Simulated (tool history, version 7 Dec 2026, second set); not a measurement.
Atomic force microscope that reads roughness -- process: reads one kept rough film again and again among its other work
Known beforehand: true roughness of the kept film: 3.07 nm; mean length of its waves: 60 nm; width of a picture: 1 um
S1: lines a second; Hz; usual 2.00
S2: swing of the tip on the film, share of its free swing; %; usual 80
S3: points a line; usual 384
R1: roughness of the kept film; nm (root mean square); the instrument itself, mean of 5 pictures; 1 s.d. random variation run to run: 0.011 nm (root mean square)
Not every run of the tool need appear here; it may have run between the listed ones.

run    hour    S1  S2   S3     R1
  1     0.0  2.00  80  384  2.311
        6.7  -- new tip fitted
  2    53.1  2.00  80  384  2.377
      120.9  -- new tip fitted
  3   133.2  2.00  80  384  2.423
  4   170.8  2.00  80  384  2.371
      238.5  -- new tip fitted
  5   251.2  2.00  80  384  2.435
  6   313.1  2.00  80  384  2.331
      356.4  -- new tip fitted
  7   371.8  2.00  80  384  2.423
  8   411.8  2.00  80  384  2.360
      469.9  -- new tip fitted
  9   469.9  2.00  80  384  2.454
 10   520.4  2.00  80  384  2.366
      587.6  -- new tip fitted
 11   600.6  2.00  80  258  2.423
 12   656.6  2.00  80  258  2.345
      705.8  -- new tip fitted
 13   735.9  2.00  80  258  2.408
 14   784.5  2.00  80  591  2.321
      819.6  -- new tip fitted
 15   824.9  2.00  80  347  2.424
 16   882.0  3.52  80  347  2.095
      935.6  -- new tip fitted
 17   941.6  3.52  80  347  2.164
 18  1005.0  3.52  80  347  2.078
     1051.9  -- new tip fitted
 19  1086.2  2.00  80  384  2.382
 20  1164.1  2.00  80  384  2.269
     1168.0  -- new tip fitted
 21  1217.5  2.00  80  384  2.356
     1282.8  -- new tip fitted
 22  1294.4  2.00  80  384  2.394
 23  1370.8  2.00  80  384  2.324
     1397.2  -- new tip fitted
 24  1408.9  2.00  80  384  2.409
 25  1473.0  2.00  80  384  2.288
     1514.0  -- new tip fitted
 26  1543.5  2.00  80  384  2.371
     1548.2  -- height scale calibrated on a step standard
 27  1599.9  1.01  56  371  2.743
     1628.5  -- new tip fitted
 28  1673.8  1.01  56  371  2.822
     1744.3  -- new tip fitted
 29  1744.3  3.58  78  371  2.259
 30  1781.7  3.58  78  371  2.215
 31  1833.1  3.69  70  882  2.328
     1859.0  -- new tip fitted
 32  1911.1  2.00  74  976  2.521
     1973.6  -- new tip fitted
 33  1996.6  2.00  74  976  2.562
 34  2035.3  2.00  74  976  2.525
 35  2079.9  2.00  74  596  2.447
     2088.1  -- new tip fitted
 36  2146.6  2.00  74  315  2.514
 37  2193.6  1.60  70  384  2.526
     2206.7  -- new tip fitted
 38  2273.1  1.60  70  384  2.574
     2320.2  -- new tip fitted
 39  2358.7  1.60  70  384  2.628
 40  2398.4  1.60  70  384  2.553
     2435.9  -- new tip fitted
 41  2450.3  1.32  84  891  2.504
 42  2489.9  2.00  80  542  2.389
     2552.7  -- new tip fitted
 43  2565.7  2.00  60  384  2.758
 44  2618.9  2.00  60  384  2.669
 45  2659.1  0.51  83  303  2.586
     2671.5  -- new tip fitted
 46  2725.8  1.47  68  384  2.661
     2786.5  -- new tip fitted
 47  2804.1  1.17  70  336  2.726
 48  2842.7  2.00  77  895  2.444
     2902.4  -- new tip fitted
 49  2902.4  2.08  67  821  2.658
 50  2947.4  2.29  89  384  2.153

Here are 3 independent what-if runs from the current tool condition. What would each one return?
     3017.9  -- new tip fitted
  A  3027.4  0.65  60  384   ?
     3017.9  -- new tip fitted
  B  3027.4  2.00  79  384   ?
     3017.9  -- new tip fitted
  C  3027.4  2.29  89  640   ?

run     R1
  A  2.852
  B  2.476
  C  2.197
Stripped of hidden state, with their random variation kept, the same runs would have yielded:
run     R1
  A  2.911
  B  2.528
  C  2.243
